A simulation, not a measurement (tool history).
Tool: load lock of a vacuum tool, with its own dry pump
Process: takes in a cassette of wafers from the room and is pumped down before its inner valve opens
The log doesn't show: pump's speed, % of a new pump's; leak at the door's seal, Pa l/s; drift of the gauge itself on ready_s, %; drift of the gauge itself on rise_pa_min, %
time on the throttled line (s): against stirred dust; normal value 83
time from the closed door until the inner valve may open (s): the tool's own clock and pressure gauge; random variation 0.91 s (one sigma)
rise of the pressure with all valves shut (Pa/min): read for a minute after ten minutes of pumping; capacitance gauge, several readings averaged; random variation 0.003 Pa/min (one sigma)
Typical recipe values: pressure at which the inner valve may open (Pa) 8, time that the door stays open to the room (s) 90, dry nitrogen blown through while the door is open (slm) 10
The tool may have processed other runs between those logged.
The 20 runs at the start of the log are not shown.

run,hour,time on the throttled line (s),pressure at which the inner valve may open (Pa),time that the door stays open to the room (s),dry nitrogen blown through while the door is open (slm),hours that the pump has run since its overhaul,times that the door has closed on its seal,"incoming humidity of the room's air, %",time from the closed door until the inner valve may open (s),rise of the pressure with all valves shut (Pa/min)
21,3776.8,83,13,25,10,10219,23355,46.0,143.0,0.126
22,3960.4,83,13,25,10,10402,23707,45.1,144.8,0.132
23,4133.2,139,7,90,10,10575,24038,43.8,196.2,0.133
24,4323.9,52,8,90,10,10766,24404,42.5,122.7,0.137
25,4542.1,125,9,90,10,10984,24823,43.2,184.0,0.132
26,4711.6,125,9,90,10,11153,25148,43.8,183.3,0.142
27,4932.3,121,9,32,33,11374,25571,43.0,180.2,0.131
28,5096.1,121,9,32,33,11538,25885,46.1,180.4,0.137
29,5199.0,121,9,32,33,11641,26082,42.4,179.3,0.136
30,5394.7,121,9,32,33,11836,26458,41.8,181.4,0.137
31,5605.8,156,9,32,33,12048,26863,43.6,208.1,0.139
32,5764.2,156,9,32,33,12206,27166,43.7,209.6,0.141
33,5901.0,156,8,32,33,12343,27429,48.9,211.5,0.146
34,6111.6,83,11,197,10,12553,27832,40.4,145.7,0.165
35,6318.1,99,13,134,7,12760,28229,45.5,159.4,0.175
36,6535.1,99,13,134,7,12977,28645,42.8,159.1,0.178

Branching from run 36: 3 alternative next runs. What would each branch give?
A,6751.9,117,8,90,10,13194,29060,47.3,?,?
B,6751.9,83,12,90,10,13194,29060,45.6,?,?
C,6751.9,99,10,50,33,13194,29060,46.8,?,?

run,time from the closed door until the inner valve may open (s),rise of the pressure with all valves shut (Pa/min)
A,179.2,0.171
B,145.9,0.170
C,160.6,0.160
Stripped of hidden state, with their random variation kept, the same runs would have yielded:
run,time from the closed door until the inner valve may open (s),rise of the pressure with all valves shut (Pa/min)
A,172.4,0.024
B,138.9,0.024
C,153.9,0.013
